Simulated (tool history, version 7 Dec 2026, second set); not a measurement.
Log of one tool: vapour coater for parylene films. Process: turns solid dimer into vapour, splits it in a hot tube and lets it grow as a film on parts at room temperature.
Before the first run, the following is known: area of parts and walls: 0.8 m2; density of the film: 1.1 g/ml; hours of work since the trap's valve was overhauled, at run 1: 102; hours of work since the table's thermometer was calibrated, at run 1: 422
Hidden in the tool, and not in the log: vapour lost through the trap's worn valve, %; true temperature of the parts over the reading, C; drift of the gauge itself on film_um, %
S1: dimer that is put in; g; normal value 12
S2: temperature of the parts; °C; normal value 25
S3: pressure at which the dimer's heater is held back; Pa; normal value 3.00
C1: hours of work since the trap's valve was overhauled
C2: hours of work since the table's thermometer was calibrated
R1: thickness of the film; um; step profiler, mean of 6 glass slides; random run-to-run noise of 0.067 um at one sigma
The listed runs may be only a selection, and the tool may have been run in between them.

run    hour  S1  S2     S3   C1    C2     R1
  1     0.0  12  25   3.00  102   422  11.75
  2    28.3  12  25   3.00  125   444  11.77
  3    49.9  12  25   3.00  141   461  11.69
  4    73.6  12  25   3.00  160   480  11.73
  5   100.7  12  25   3.00  181   501  11.73
  6   123.6  12  25   3.00  199   519  11.68
  7   141.9   6  25   3.00  213   533   5.76
  8   168.4   6  25   3.00  234   554   5.79
  9   194.4  12  25   3.00  254   574  11.49
 10   221.3  12  25   3.00  275   595  11.46
 11   233.2  12  25   3.00  285   605  11.45
 12   257.7  14  25   3.00  304   624  13.39
 13   282.4  12  25   3.00  323   643  11.33
 14   298.1  12  25   3.00  335   655  11.47
 15   323.1  12  25   3.00  355   675  11.38
 16   350.7  12  20   3.00  377   697  12.53
 17   378.1  12  20   3.00  398   718  12.51
 18   393.9  12  28   3.00  410   730  10.14
 19   420.8  12  25   3.00  431   751  11.29
 20   445.7  12  25  10.51  451   771   8.95
 21   473.3  12  25  10.51  472   792   8.96
 22   500.6  12  25  10.51  494   814   8.97
 23   521.8  12  33  10.51  510   830   6.75
      546.8  -- trap's valve overhauled
 24   552.0  12  33  10.51    4   851   7.50
 25   569.3  12  33  10.51   18   864   7.42
 26   584.6  11  35   3.00   30   876   7.85
 27   608.6  11  35   3.00   48   895   7.94
 28   636.9  12  25   3.87   70   917  11.56
 29   652.4  20  25   3.00   83   929  20.19
 30   672.8  10  28   5.82   98   945   7.99
 31   695.1  10  28   5.82  116   963   8.09
 32   714.9  17  36   4.98  131   978  10.62
 33   737.7  17  36   2.80  149   996  11.71
 34   752.8  12  36   3.00  161  1008   8.12
 35   772.4  12  33   2.02  176  1023   9.74
 36   796.0  12  33   2.02  195  1041   9.63
 37   811.5  22  25  10.42  207  1054  17.47
 38   823.8  15  20   5.11  217  1063  15.96
 39   848.9  21  21   9.20  236  1083  19.40
 40   874.2  21  21   9.20  256  1103  19.49
 41   891.1  21  21   9.20  269  1116  19.26
 42   919.6   8  21   6.06  291  1138   7.91
 43   931.2  12  19   3.00  300  1147  12.67
 44   949.7  13  25   2.54  315  1162  13.13
 45   966.3  13  25   2.54  328  1175  13.04
 46   990.6  13  25   2.54  347  1194  12.98
 47  1013.2  10  30   8.46  365  1211   6.77

The logged runs with the hidden state left out (each run's random variation unchanged):
run     R1
  1  11.85
  2  11.90
  3  11.85
  4  11.92
  5  11.95
  6  11.94
  7   5.90
  8   5.95
  9  11.84
 10  11.85
 11  11.86
 12  13.91
 13  11.80
 14  11.96
 15  11.90
 16  13.41
 17  13.44
 18  10.70
 19  11.95
 20   9.50
 21   9.55
 22   9.60
 23   7.24
 24   7.32
 25   7.26
 26   7.69
 27   7.80
 28  11.40
 29  19.95
 30   7.91
 31   8.03
 32  10.57
 33  11.68
 34   8.11
 35   9.75
 36   9.67
 37  17.57
 38  16.07
 39  19.60
 40  19.75
 41  19.56
 42   8.05
 43  13.38
 44  13.42
 45  13.36
 46  13.34
 47   6.97

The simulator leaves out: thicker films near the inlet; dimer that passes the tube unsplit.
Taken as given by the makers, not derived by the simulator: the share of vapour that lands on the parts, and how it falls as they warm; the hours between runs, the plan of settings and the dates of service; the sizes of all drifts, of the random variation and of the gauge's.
